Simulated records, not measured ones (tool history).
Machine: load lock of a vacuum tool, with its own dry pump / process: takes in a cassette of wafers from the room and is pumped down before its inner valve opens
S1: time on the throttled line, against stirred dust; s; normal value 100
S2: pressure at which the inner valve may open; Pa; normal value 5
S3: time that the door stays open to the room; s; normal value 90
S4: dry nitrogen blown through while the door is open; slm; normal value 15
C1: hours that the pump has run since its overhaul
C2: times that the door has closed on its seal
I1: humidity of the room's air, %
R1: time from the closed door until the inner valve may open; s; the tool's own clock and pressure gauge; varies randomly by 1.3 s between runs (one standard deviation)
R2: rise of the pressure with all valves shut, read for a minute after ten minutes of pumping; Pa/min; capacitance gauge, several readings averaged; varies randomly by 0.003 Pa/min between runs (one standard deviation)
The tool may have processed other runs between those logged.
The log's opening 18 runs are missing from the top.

{"run": 19, "day": 73.988, "S1": 100, "S2": 5, "S3": 90, "S4": 15, "C1": 3633, "C2": 11328, "I1": 46.7, "R1": 219.4, "R2": 0.146}
{"run": 20, "day": 77.738, "S1": 100, "S2": 5, "S3": 90, "S4": 15, "C1": 3723, "C2": 11667, "I1": 44.1, "R1": 218.5, "R2": 0.147}
{"run": 21, "day": 81.342, "S1": 100, "S2": 5, "S3": 90, "S4": 15, "C1": 3810, "C2": 11993, "I1": 48.6, "R1": 219.8, "R2": 0.156}
{"run": 22, "day": 86.85, "S1": 100, "S2": 5, "S3": 32, "S4": 15, "C1": 3942, "C2": 12491, "I1": 45.4, "R1": 219.8, "R2": 0.146}
{"run": 23, "day": 91.238, "S1": 100, "S2": 5, "S3": 32, "S4": 15, "C1": 4047, "C2": 12887, "I1": 45.1, "R1": 222.1, "R2": 0.154}
{"run": 24, "day": 94.792, "S1": 100, "S2": 5, "S3": 32, "S4": 15, "C1": 4133, "C2": 13209, "I1": 46.5, "R1": 222, "R2": 0.162}
{"run": 25, "day": 98.954, "S1": 100, "S2": 5, "S3": 35, "S4": 15, "C1": 4233, "C2": 13585, "I1": 46.3, "R1": 221.7, "R2": 0.164}
{"run": 26, "day": 104.258, "S1": 100, "S2": 5, "S3": 35, "S4": 15, "C1": 4360, "C2": 14064, "I1": 44.4, "R1": 222.5, "R2": 0.178}
{"run": 27, "day": 106.725, "S1": 100, "S2": 5, "S3": 34, "S4": 22, "C1": 4419, "C2": 14287, "I1": 43.1, "R1": 223.2, "R2": 0.166}
{"run": 28, "day": 110.667, "S1": 100, "S2": 6, "S3": 187, "S4": 22, "C1": 4514, "C2": 14644, "I1": 45.3, "R1": 219.8, "R2": 0.201}
{"run": 29, "day": 113.104, "S1": 100, "S2": 6, "S3": 187, "S4": 22, "C1": 4572, "C2": 14864, "I1": 43.7, "R1": 219.2, "R2": 0.198}
{"run": 30, "day": 117.492, "S1": 100, "S2": 6, "S3": 187, "S4": 22, "C1": 4677, "C2": 15261, "I1": 43.8, "R1": 222, "R2": 0.21}
{"run": 31, "day": 122.988, "S1": 160, "S2": 8, "S3": 187, "S4": 22, "C1": 4809, "C2": 15757, "I1": 45, "R1": 262.7, "R2": 0.209}
{"run": 32, "day": 125.946, "S1": 160, "S2": 8, "S3": 187, "S4": 22, "C1": 4880, "C2": 16025, "I1": 47.8, "R1": 262.5, "R2": 0.225}
{"run": 33, "day": 131.017, "S1": 160, "S2": 4, "S3": 187, "S4": 37, "C1": 5002, "C2": 16483, "I1": 46.4, "R1": 271.3, "R2": 0.216}
{"run": 34, "day": 135.833, "S1": 87, "S2": 5, "S3": 90, "S4": 9, "C1": 5118, "C2": 16919, "I1": 45.7, "R1": 213.2, "R2": 0.235}
{"run": 35, "day": 141.142, "S1": 100, "S2": 6, "S3": 90, "S4": 9, "C1": 5245, "C2": 17398, "I1": 44, "R1": 221.2, "R2": 0.237}
{"run": 36, "day": 145.921, "S1": 100, "S2": 6, "S3": 90, "S4": 9, "C1": 5360, "C2": 17830, "I1": 42.7, "R1": 222.1, "R2": 0.243}

Forecast each of these 5 alternatives for the next run:
{"run": "A", "day": 149.988, "S1": 133, "S2": 5, "S3": 90, "S4": 15, "C1": 5457, "C2": 18198, "I1": 46.1, "R1": "?", "R2": "?"}
{"run": "B", "day": 149.988, "S1": 81, "S2": 7, "S3": 70, "S4": 9, "C1": 5457, "C2": 18198, "I1": 43.9, "R1": "?", "R2": "?"}
{"run": "C", "day": 149.988, "S1": 100, "S2": 9, "S3": 100, "S4": 8, "C1": 5457, "C2": 18198, "I1": 46.1, "R1": "?", "R2": "?"}
{"run": "D", "day": 149.988, "S1": 100, "S2": 8, "S3": 90, "S4": 6, "C1": 5457, "C2": 18198, "I1": 42.6, "R1": "?", "R2": "?"}
{"run": "E", "day": 149.988, "S1": 73, "S2": 8, "S3": 172, "S4": 9, "C1": 5457, "C2": 18198, "I1": 44.6, "R1": "?", "R2": "?"}

run=A R1=250.9 R2=0.255
run=B R1=203.8 R2=0.251
run=C R1=214.7 R2=0.249
run=D R1=218.6 R2=0.252
run=E R1=194.6 R2=0.268
The same runs, with their run-to-run variation unchanged, on a tool lacking any hidden condition would have given:
run=A R1=238.8 R2=0.045
run=B R1=191.4 R2=0.044
run=C R1=203.1 R2=0.044
run=D R1=206.7 R2=0.043
run=E R1=182.4 R2=0.058

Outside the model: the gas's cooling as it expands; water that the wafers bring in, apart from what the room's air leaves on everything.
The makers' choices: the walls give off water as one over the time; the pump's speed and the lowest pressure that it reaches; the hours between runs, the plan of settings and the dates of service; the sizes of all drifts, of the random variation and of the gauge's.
